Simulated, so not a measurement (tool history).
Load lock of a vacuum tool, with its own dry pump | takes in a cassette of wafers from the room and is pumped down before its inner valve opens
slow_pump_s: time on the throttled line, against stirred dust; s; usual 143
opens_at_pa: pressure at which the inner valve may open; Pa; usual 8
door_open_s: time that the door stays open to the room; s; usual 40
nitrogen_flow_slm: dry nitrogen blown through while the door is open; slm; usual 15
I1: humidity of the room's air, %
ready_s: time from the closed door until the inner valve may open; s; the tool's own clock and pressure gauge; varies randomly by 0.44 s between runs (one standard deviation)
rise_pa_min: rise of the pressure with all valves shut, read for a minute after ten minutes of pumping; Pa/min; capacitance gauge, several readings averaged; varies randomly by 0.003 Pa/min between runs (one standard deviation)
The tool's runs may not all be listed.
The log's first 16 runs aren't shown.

run 17 hour=2572.9 | slow_pump_s=143 opens_at_pa=8 door_open_s=40 nitrogen_flow_slm=15 | I1=45.6 | ready_s=224.1 rise_pa_min=0.364
run 18 hour=2665.9 | slow_pump_s=143 opens_at_pa=8 door_open_s=40 nitrogen_flow_slm=15 | I1=44.4 | ready_s=224.2 rise_pa_min=0.37
run 19 hour=2789.2 | slow_pump_s=143 opens_at_pa=8 door_open_s=40 nitrogen_flow_slm=15 | I1=45.7 | ready_s=224 rise_pa_min=0.373
run 20 hour=2921.4 | slow_pump_s=85 opens_at_pa=15 door_open_s=42 nitrogen_flow_slm=20 | I1=46.6 | ready_s=165 rise_pa_min=0.376
run 21 hour=3092.6 | slow_pump_s=78 opens_at_pa=16 door_open_s=42 nitrogen_flow_slm=20 | I1=46.4 | ready_s=158.2 rise_pa_min=0.389
run 22 hour=3295.9 | slow_pump_s=78 opens_at_pa=9 door_open_s=136 nitrogen_flow_slm=20 | I1=45.4 | ready_s=164.2 rise_pa_min=0.399
run 23 hour=3446.9 | slow_pump_s=91 opens_at_pa=8 door_open_s=40 nitrogen_flow_slm=15 | I1=44.2 | ready_s=177.5 rise_pa_min=0.406
run 24 hour=3602 | slow_pump_s=91 opens_at_pa=8 door_open_s=40 nitrogen_flow_slm=15 | I1=46 | ready_s=177 rise_pa_min=0.416
run 25 hour=3745.7 | slow_pump_s=113 opens_at_pa=8 door_open_s=212 nitrogen_flow_slm=15 | I1=45.2 | ready_s=197 rise_pa_min=0.449
run 26 hour=3858.5 | slow_pump_s=113 opens_at_pa=8 door_open_s=212 nitrogen_flow_slm=15 | I1=45 | ready_s=197.5 rise_pa_min=0.445
run 27 hour=4031.7 | slow_pump_s=143 opens_at_pa=11 door_open_s=25 nitrogen_flow_slm=15 | I1=44.4 | ready_s=221.4 rise_pa_min=0.427
run 28 hour=4133.2 | slow_pump_s=143 opens_at_pa=11 door_open_s=25 nitrogen_flow_slm=15 | I1=46.1 | ready_s=220.9 rise_pa_min=0.448
run 29 hour=4249.1 | slow_pump_s=143 opens_at_pa=14 door_open_s=40 nitrogen_flow_slm=38 | I1=44 | ready_s=219.1 rise_pa_min=0.441
-- hour=4303.9 door's seal changed, seat wiped
run 30 hour=4385.6 | slow_pump_s=95 opens_at_pa=8 door_open_s=42 nitrogen_flow_slm=6 | I1=44.8 | ready_s=181 rise_pa_min=0.023
run 31 hour=4512.6 | slow_pump_s=95 opens_at_pa=8 door_open_s=42 nitrogen_flow_slm=6 | I1=45.3 | ready_s=180.9 rise_pa_min=0.023
run 32 hour=4627.9 | slow_pump_s=143 opens_at_pa=8 door_open_s=40 nitrogen_flow_slm=7 | I1=45.1 | ready_s=223.7 rise_pa_min=0.029
run 33 hour=4759.3 | slow_pump_s=143 opens_at_pa=8 door_open_s=61 nitrogen_flow_slm=15 | I1=42.7 | ready_s=224.7 rise_pa_min=0.023
run 34 hour=4949.7 | slow_pump_s=143 opens_at_pa=8 door_open_s=61 nitrogen_flow_slm=15 | I1=46.8 | ready_s=224.9 rise_pa_min=0.036
run 35 hour=5068.3 | slow_pump_s=144 opens_at_pa=8 door_open_s=39 nitrogen_flow_slm=15 | I1=45.8 | ready_s=225.6 rise_pa_min=0.021
run 36 hour=5163.8 | slow_pump_s=76 opens_at_pa=8 door_open_s=40 nitrogen_flow_slm=15 | I1=43 | ready_s=164.2 rise_pa_min=0.028
run 37 hour=5308.8 | slow_pump_s=143 opens_at_pa=7 door_open_s=61 nitrogen_flow_slm=15 | I1=46.9 | ready_s=225.9 rise_pa_min=0.032

Forecast each of these 4 alternatives for the next run:
run A hour=5441.9 | slow_pump_s=143 opens_at_pa=7 door_open_s=61 nitrogen_flow_slm=11 | I1=48.4 | ready_s=? rise_pa_min=?
run B hour=5441.9 | slow_pump_s=127 opens_at_pa=8 door_open_s=40 nitrogen_flow_slm=15 | I1=43.7 | ready_s=? rise_pa_min=?
run C hour=5441.9 | slow_pump_s=131 opens_at_pa=11 door_open_s=40 nitrogen_flow_slm=12 | I1=44 | ready_s=? rise_pa_min=?
run D hour=5441.9 | slow_pump_s=143 opens_at_pa=7 door_open_s=40 nitrogen_flow_slm=7 | I1=44 | ready_s=? rise_pa_min=?

run=A ready_s=226.6 rise_pa_min=0.033
run=B ready_s=210.5 rise_pa_min=0.029
run=C ready_s=210.1 rise_pa_min=0.032
run=D ready_s=226.9 rise_pa_min=0.036
The same runs, with their run-to-run variation unchanged, on a tool lacking any hidden condition would have given:
run=A ready_s=222.9 rise_pa_min=0.02
run=B ready_s=206.6 rise_pa_min=0.015
run=C ready_s=206.6 rise_pa_min=0.018
run=D ready_s=223.2 rise_pa_min=0.023

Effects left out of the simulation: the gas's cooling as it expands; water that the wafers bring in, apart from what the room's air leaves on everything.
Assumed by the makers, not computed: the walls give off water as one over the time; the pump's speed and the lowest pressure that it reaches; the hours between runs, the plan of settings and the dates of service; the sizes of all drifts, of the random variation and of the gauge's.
